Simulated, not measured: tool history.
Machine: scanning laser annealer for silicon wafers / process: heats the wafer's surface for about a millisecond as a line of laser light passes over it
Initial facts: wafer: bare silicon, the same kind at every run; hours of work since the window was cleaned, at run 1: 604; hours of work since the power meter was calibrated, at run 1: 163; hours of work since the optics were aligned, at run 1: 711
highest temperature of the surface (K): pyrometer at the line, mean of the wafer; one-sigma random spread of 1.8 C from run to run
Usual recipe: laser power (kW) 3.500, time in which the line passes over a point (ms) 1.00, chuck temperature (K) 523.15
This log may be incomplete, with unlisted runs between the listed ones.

| run | hour | laser power (kW) | time in which the line passes over a point (ms) | chuck temperature (K) | hours of work since the window was cleaned | hours of work since the power meter was calibrated | hours of work since the optics were aligned | highest temperature of the surface (K) |
|---|---|---|---|---|---|---|---|---|
| 1 | 0.0 | 3.500 | 1.00 | 523.15 | 604 | 163 | 711 | 1229.15 |
| 2 | 9.5 | 3.500 | 1.00 | 523.15 | 609 | 167 | 716 | 1226.15 |
| 3 | 18.9 | 3.500 | 1.00 | 523.15 | 613 | 171 | 720 | 1226.15 |
| 4 | 28.8 | 3.500 | 1.00 | 523.15 | 618 | 176 | 724 | 1230.15 |
| 5 | 37.5 | 3.500 | 1.00 | 523.15 | 621 | 180 | 728 | 1227.15 |
| 6 | 42.5 | 3.500 | 1.00 | 502.15 | 624 | 182 | 731 | 1205.15 |
| 7 | 52.2 | 3.500 | 1.00 | 502.15 | 628 | 187 | 735 | 1206.15 |
| 8 | 59.2 | 3.500 | 1.00 | 502.15 | 631 | 190 | 738 | 1205.15 |
| 9 | 69.0 | 3.500 | 1.00 | 502.15 | 636 | 194 | 743 | 1203.15 |
| 10 | 74.0 | 3.500 | 1.00 | 502.15 | 638 | 196 | 745 | 1205.15 |
| 11 | 79.3 | 3.500 | 1.00 | 523.15 | 640 | 199 | 747 | 1228.15 |
| 12 | 88.5 | 3.581 | 1.00 | 523.15 | 645 | 203 | 751 | 1246.15 |
| 13 | 93.2 | 3.581 | 1.00 | 523.15 | 647 | 205 | 754 | 1247.15 |
| 14 | 103.4 | 3.500 | 1.00 | 504.15 | 651 | 210 | 758 | 1209.15 |
| 15 | 113.5 | 3.500 | 1.00 | 504.15 | 656 | 214 | 763 | 1208.15 |
| 16 | 119.1 | 3.500 | 1.00 | 496.15 | 659 | 217 | 765 | 1201.15 |
| 17 | 126.3 | 3.500 | 1.00 | 496.15 | 662 | 220 | 769 | 1202.15 |
| 18 | 132.7 | 3.701 | 0.89 | 497.15 | 665 | 223 | 771 | 1209.15 |
| 19 | 140.8 | 3.701 | 0.89 | 497.15 | 668 | 227 | 775 | 1216.15 |
| 20 | 149.8 | 3.701 | 0.89 | 497.15 | 672 | 231 | 779 | 1213.15 |
| 21 | 158.3 | 3.701 | 0.89 | 497.15 | 676 | 235 | 783 | 1213.15 |
| 22 | 163.4 | 3.423 | 1.00 | 512.15 | 679 | 237 | 785 | 1199.15 |
| 23 | 172.3 | 3.362 | 1.00 | 492.15 | 683 | 241 | 789 | 1163.15 |
| 24 | 181.2 | 3.362 | 1.02 | 492.15 | 687 | 245 | 793 | 1170.15 |
| 25 | 185.9 | 3.399 | 0.97 | 494.15 | 689 | 247 | 796 | 1163.15 |
| 26 | 190.6 | 3.504 | 1.16 | 522.15 | 691 | 249 | 798 | 1277.15 |
| 27 | 200.6 | 3.504 | 1.16 | 522.15 | 696 | 254 | 802 | 1278.15 |
| 28 | 207.2 | 3.264 | 1.15 | 540.15 | 699 | 257 | 805 | 1229.15 |
| 29 | 215.5 | 3.500 | 1.00 | 508.15 | 702 | 261 | 809 | 1213.15 |
| 30 | 223.5 | 3.500 | 1.00 | 518.15 | 706 | 264 | 813 | 1223.15 |
| 31 | 230.0 | 3.500 | 1.00 | 518.15 | 709 | 267 | 816 | 1221.15 |

Predict each of these 5 candidate next runs independently; none follows another, all start after run 31:
| A | 236.0 | 3.799 | 1.00 | 560.15 | 712 | 270 | 818 | ? |
| B | 236.0 | 3.273 | 1.00 | 523.15 | 712 | 270 | 818 | ? |
| C | 236.0 | 3.662 | 0.92 | 548.15 | 712 | 270 | 818 | ? |
| D | 236.0 | 3.657 | 0.95 | 523.15 | 712 | 270 | 818 | ? |
| E | 236.0 | 3.714 | 1.00 | 509.15 | 712 | 270 | 818 | ? |

| run | highest temperature of the surface (K) |
|---|---|
| A | 1342.15 |
| B | 1172.15 |
| C | 1265.15 |
| D | 1250.15 |
| E | 1268.15 |
Take away the tool's hidden state, keep each run's random variation, and the runs would have read:
| run | highest temperature of the surface (K) |
|---|---|
| A | 1342.15 |
| B | 1173.15 |
| C | 1265.15 |
| D | 1250.15 |
| E | 1269.15 |

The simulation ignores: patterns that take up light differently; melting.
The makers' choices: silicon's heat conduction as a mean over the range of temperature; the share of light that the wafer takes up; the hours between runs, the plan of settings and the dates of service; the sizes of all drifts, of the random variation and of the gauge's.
